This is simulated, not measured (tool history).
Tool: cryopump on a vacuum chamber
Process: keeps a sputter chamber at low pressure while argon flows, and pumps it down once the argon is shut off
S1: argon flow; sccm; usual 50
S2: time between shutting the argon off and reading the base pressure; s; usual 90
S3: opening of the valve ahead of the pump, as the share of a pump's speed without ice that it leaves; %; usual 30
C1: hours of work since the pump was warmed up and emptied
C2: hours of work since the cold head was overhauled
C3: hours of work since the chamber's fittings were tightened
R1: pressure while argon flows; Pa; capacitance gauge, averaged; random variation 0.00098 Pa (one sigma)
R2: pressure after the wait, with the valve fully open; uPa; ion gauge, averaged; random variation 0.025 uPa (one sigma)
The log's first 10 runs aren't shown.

run,hour,S1,S2,S3,C1,C2,C3,R1,R2
11,138.5,50,90,27,187,187,581,0.2371,1.6
12,149.2,50,90,27,196,196,590,0.2374,1.69
13,158.8,50,90,27,204,204,598,0.2392,1.71
14,171.9,50,90,30,215,215,610,0.2152,1.72
15,188.8,50,90,30,230,230,624,0.2167,1.77
16,206.6,50,90,30,245,245,639,0.215,1.68
17,223.7,50,90,30,259,259,654,0.2148,1.79
18,241.3,50,51,30,275,275,669,0.2181,2.36
19,251.1,50,51,30,283,283,677,0.2169,2.34
20,260.5,50,51,30,291,291,685,0.2187,2.4
21,277.6,50,51,30,306,306,700,0.2167,2.39
22,294.8,50,51,28,320,320,715,0.2322,2.42
23,302.4,98,26,28,327,327,721,0.4555,3.8
24,320.3,98,92,17,342,342,737,0.7388,1.92
25,328.4,50,276,30,349,349,743,0.2205,1.52
26,343.6,78,35,41,362,362,756,0.2574,3.16
27,362.2,50,90,28,378,378,772,0.2353,1.96
28,372.7,86,90,18,387,387,781,0.6184,2.05
29,381.8,65,21,59,395,395,789,0.1525,4.45
30,397.1,65,21,59,408,408,802,0.1519,4.42
31,408,24,47,30,417,417,812,0.1055,2.71
32,419,43,157,52,427,427,821,0.113,1.81
33,431.9,92,295,54,438,438,832,0.2375,1.62
34,446.1,40,72,39,450,450,844,0.138,2.35

4 ways to go on from here, each from the tool as it stands after run 34. What would each give?
A,458.8,50,104,30,461,461,855,?,?
B,458.8,50,144,30,461,461,855,?,?
C,458.8,51,72,39,461,461,855,?,?
D,458.8,30,192,39,461,461,855,?,?

run,R1,R2
A,0.2233,2.09
B,0.2227,1.94
C,0.1767,2.39
D,0.1046,1.79
Without the tool's hidden state the same runs would have given:
run,R1,R2
A,0.2099,0.86
B,0.2094,0.7
C,0.1632,1.15
D,0.0966,0.57
